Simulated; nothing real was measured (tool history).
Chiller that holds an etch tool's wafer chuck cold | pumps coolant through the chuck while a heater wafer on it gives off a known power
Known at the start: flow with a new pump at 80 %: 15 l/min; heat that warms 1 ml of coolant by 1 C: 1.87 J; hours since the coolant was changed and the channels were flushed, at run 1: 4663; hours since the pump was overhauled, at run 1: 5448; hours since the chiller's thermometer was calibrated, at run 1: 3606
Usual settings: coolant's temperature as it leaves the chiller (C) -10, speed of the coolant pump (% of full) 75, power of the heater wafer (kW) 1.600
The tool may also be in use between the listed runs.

run    hour  coolant's temperature as it leaves the chiller (C)  speed of the coolant pump (% of full)  power of the heater wafer (kW)  hours since the coolant was changed and the channels were flushed  hours since the pump was overhauled  hours since the chiller's thermometer was calibrated  chuck's temperature once it has settled (C)  how much warmer the coolant comes back (C)
  1     0.0                                                 -10                                     75                           1.600                                                               4663                                 5448                                                  3606                                          0.8                                        3.67
  2   133.5                                                 -10                                     75                           1.600                                                               4796                                 5581                                                  3739                                          0.9                                        3.68
  3   246.9                                                 -10                                     75                           1.600                                                               4910                                 5695                                                  3853                                          0.9                                        3.73
  4   318.0                                                 -10                                     75                           1.600                                                               4981                                 5766                                                  3924                                          0.9                                        3.68
  5   405.0                                                 -10                                     90                           1.600                                                               5068                                 5853                                                  4011                                         -0.4                                        3.02
  6   534.8                                                 -10                                     90                           1.600                                                               5198                                 5983                                                  4141                                         -0.4                                        3.07
      576.3  -- chiller's thermometer calibrated
  7   688.0                                                 -10                                     90                           1.600                                                               5350                                 6135                                                   112                                         -0.1                                        3.09
  8   798.2                                                  -5                                     90                           1.600                                                               5460                                 6245                                                   222                                          4.7                                        3.09
  9   892.3                                                  -2                                     75                           1.600                                                               5554                                 6339                                                   316                                          8.7                                        3.73
 10   981.1                                                 -10                                     67                           1.600                                                               5643                                 6428                                                   405                                          1.7                                        4.20
 11  1138.1                                                 -10                                     75                           1.091                                                               5800                                 6585                                                   562                                         -2.6                                        2.54
 12  1279.2                                                 -10                                     75                           1.600                                                               5941                                 6726                                                   703                                          1.0                                        3.73
 13  1405.4                                                 -10                                     75                           1.600                                                               6067                                 6852                                                   829                                          0.9                                        3.75
 14  1496.0                                                 -10                                     75                           1.600                                                               6158                                 6943                                                   920                                          0.8                                        3.78
 15  1587.3                                                  -2                                     75                           1.600                                                               6249                                 7034                                                  1011                                          8.8                                        3.79
 16  1690.9                                                  -2                                     75                           1.600                                                               6353                                 7138                                                  1115                                          8.8                                        3.78
 17  1853.0                                                 -10                                     78                           1.600                                                               6515                                 7300                                                  1277                                          0.7                                        3.63
 18  1956.5                                                  -7                                     78                           0.851                                                               6618                                 7403                                                  1380                                         -1.2                                        1.99
 19  2120.0                                                  -7                                     78                           0.851                                                               6782                                 7567                                                  1544                                         -1.4                                        1.95
 20  2218.9                                                  -6                                     75                           1.385                                                               6881                                 7666                                                  1643                                          3.5                                        3.26
 21  2378.3                                                 -12                                     84                           1.955                                                               7040                                 7825                                                  1802                                          0.5                                        4.14

The next listed run, before its measurement:
 22  2483.3                                                 -12                                     84                           1.955                                                               7145                                 7930                                                  1907                                            ?                                           ?

chuck's temperature once it has settled (C): 0.5
how much warmer the coolant comes back (C): 4.11
Without the tool's hidden state the same run would have given chuck's temperature once it has settled (C) 0.5, how much warmer the coolant comes back (C) 3.97.
